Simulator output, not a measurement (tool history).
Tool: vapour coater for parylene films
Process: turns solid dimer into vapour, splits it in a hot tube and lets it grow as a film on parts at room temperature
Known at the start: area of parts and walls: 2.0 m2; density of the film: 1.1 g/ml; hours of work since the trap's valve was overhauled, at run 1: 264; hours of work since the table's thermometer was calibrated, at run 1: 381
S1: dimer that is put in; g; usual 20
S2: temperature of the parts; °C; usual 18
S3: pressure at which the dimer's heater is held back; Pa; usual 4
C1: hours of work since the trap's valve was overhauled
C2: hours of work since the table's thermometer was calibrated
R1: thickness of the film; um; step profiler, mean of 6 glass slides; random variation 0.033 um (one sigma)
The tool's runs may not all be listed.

run 1 hour=0 | S1=20 S2=18 S3=4 | C1=264 C2=381 | R1=4.3
run 2 hour=40.4 | S1=20 S2=18 S3=4 | C1=295 C2=411 | R1=4.27
run 3 hour=65.4 | S1=20 S2=18 S3=4 | C1=314 C2=430 | R1=4.18
run 4 hour=114.9 | S1=20 S2=18 S3=4 | C1=351 C2=468 | R1=4.23
run 5 hour=166.6 | S1=20 S2=18 S3=4 | C1=390 C2=506 | R1=4.16
run 6 hour=213.9 | S1=20 S2=18 S3=4 | C1=426 C2=542 | R1=4.12
run 7 hour=268.1 | S1=20 S2=18 S3=4 | C1=466 C2=583 | R1=4.13
run 8 hour=293.7 | S1=20 S2=18 S3=4 | C1=486 C2=602 | R1=4.12
run 9 hour=329.3 | S1=20 S2=30 S3=4 | C1=512 C2=629 | R1=2.28
run 10 hour=373.4 | S1=20 S2=30 S3=4 | C1=546 C2=662 | R1=2.29
run 11 hour=402.8 | S1=20 S2=18 S3=10.98 | C1=568 C2=684 | R1=3.64
run 12 hour=435.2 | S1=13 S2=18 S3=4 | C1=592 C2=709 | R1=2.62
run 13 hour=459.3 | S1=20 S2=18 S3=4 | C1=610 C2=727 | R1=3.98
-- hour=498.6 trap's valve overhauled
run 14 hour=504.6 | S1=12 S2=18 S3=5.56 | C1=5 C2=758 | R1=2.54
run 15 hour=539.8 | S1=10 S2=25 S3=2.84 | C1=31 C2=785 | R1=1.58
run 16 hour=595.5 | S1=22 S2=24 S3=6.41 | C1=73 C2=826 | R1=3.37

Run 17 comes next. What will it give?
run 17 hour=627.2 | S1=22 S2=24 S3=6.41 | C1=97 C2=850 | R1=?

R1: 3.36 um
Without the tool's hidden state the same run would have given R1 3.51 um.
